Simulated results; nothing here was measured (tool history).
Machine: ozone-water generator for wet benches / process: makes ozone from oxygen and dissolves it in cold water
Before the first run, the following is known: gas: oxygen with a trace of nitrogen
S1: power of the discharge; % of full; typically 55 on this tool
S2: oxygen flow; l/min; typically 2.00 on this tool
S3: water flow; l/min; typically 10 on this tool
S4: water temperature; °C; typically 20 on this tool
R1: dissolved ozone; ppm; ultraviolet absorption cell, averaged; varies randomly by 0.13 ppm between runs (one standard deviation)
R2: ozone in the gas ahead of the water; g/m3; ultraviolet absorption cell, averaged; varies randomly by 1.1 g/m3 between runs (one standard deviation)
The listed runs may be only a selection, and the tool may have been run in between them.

| run | day | S1 | S2 | S3 | S4 | R1 | R2 |
|---|---|---|---|---|---|---|---|
| 1 | 0.000 | 55 | 2.00 | 10 | 20 | 13.2 | 200.8 |
| 2 | 4.292 | 52 | 2.00 | 10 | 20 | 12.6 | 190.0 |
| 3 | 9.108 | 52 | 2.00 | 10 | 20 | 12.6 | 187.7 |
| 4 | 12.879 | 52 | 2.00 | 10 | 20 | 12.7 | 188.9 |
| 5 | 16.346 | 52 | 2.00 | 10 | 20 | 12.6 | 188.9 |
| 6 | 20.571 | 52 | 2.00 | 10 | 20 | 12.7 | 187.1 |
| 7 | 23.196 | 55 | 2.00 | 10 | 20 | 13.0 | 195.4 |
| 8 | 28.104 | 55 | 2.00 | 10 | 20 | 12.9 | 195.4 |
| 9 | 32.100 | 55 | 2.00 | 10 | 20 | 12.9 | 196.8 |
| 10 | 34.862 | 55 | 2.00 | 10 | 20 | 12.7 | 196.2 |
|  | 36.671 | contactor cleaned |
| 11 | 37.375 | 55 | 2.00 | 10 | 20 | 14.1 | 193.6 |
| 12 | 39.721 | 55 | 2.00 | 10 | 20 | 13.7 | 194.2 |
| 13 | 43.238 | 55 | 2.00 | 10 | 20 | 13.7 | 193.1 |
| 14 | 47.167 | 55 | 2.00 | 10 | 20 | 13.5 | 193.6 |
| 15 | 49.838 | 55 | 2.00 | 14 | 20 | 9.6 | 193.8 |
| 16 | 54.850 | 55 | 2.00 | 14 | 20 | 9.5 | 193.9 |
| 17 | 57.992 | 55 | 2.00 | 14 | 20 | 9.6 | 191.2 |
| 18 | 62.521 | 55 | 1.30 | 12 | 20 | 10.9 | 248.6 |
| 19 | 65.962 | 43 | 2.88 | 12 | 28 | 7.9 | 124.6 |
| 20 | 68.788 | 61 | 2.49 | 14 | 24 | 9.8 | 180.6 |
|  | 71.346 | water thermometer calibrated |
| 21 | 72.808 | 61 | 2.49 | 14 | 24 | 9.7 | 179.7 |
| 22 | 76.229 | 56 | 2.00 | 6 | 20 | 21.5 | 193.6 |
| 23 | 79.504 | 56 | 2.00 | 6 | 20 | 21.2 | 191.4 |
| 24 | 84.096 | 55 | 2.00 | 10 | 19 | 13.3 | 189.3 |
| 25 | 87.712 | 90 | 2.00 | 10 | 16 | 20.5 | 280.9 |
| 26 | 92.588 | 55 | 2.00 | 11 | 13 | 12.6 | 187.3 |
| 27 | 94.825 | 62 | 2.00 | 11 | 22 | 12.7 | 204.2 |
| 28 | 97.775 | 52 | 2.00 | 10 | 20 | 12.4 | 177.8 |
| 29 | 102.504 | 69 | 2.00 | 10 | 20 | 15.5 | 223.2 |
| 30 | 106.704 | 50 | 1.58 | 10 | 20 | 11.7 | 200.1 |
| 31 | 111.625 | 50 | 1.36 | 10 | 20 | 11.6 | 216.6 |
| 32 | 114.954 | 55 | 3.19 | 10 | 21 | 12.1 | 139.4 |
| 33 | 119.733 | 55 | 3.19 | 10 | 21 | 11.9 | 136.4 |
| 34 | 124.396 | 57 | 1.39 | 10 | 15 | 13.4 | 235.0 |

Forecast each of these 3 alternatives for the next run:
| A | 127.938 | 55 | 2.00 | 11 | 21 | ? | ? |
| B | 127.938 | 56 | 1.39 | 10 | 15 | ? | ? |
| C | 127.938 | 86 | 1.39 | 6 | 20 | ? | ? |

| run | R1 | R2 |
|---|---|---|
| A | 11.2 | 180.9 |
| B | 12.9 | 231.6 |
| C | 29.2 | 322.2 |
Had the tool no hidden state, the same runs would have come out as:
| run | R1 | R2 |
|---|---|---|
| A | 13.2 | 204.2 |
| B | 15.3 | 262.1 |
| C | 36.2 | 385.6 |
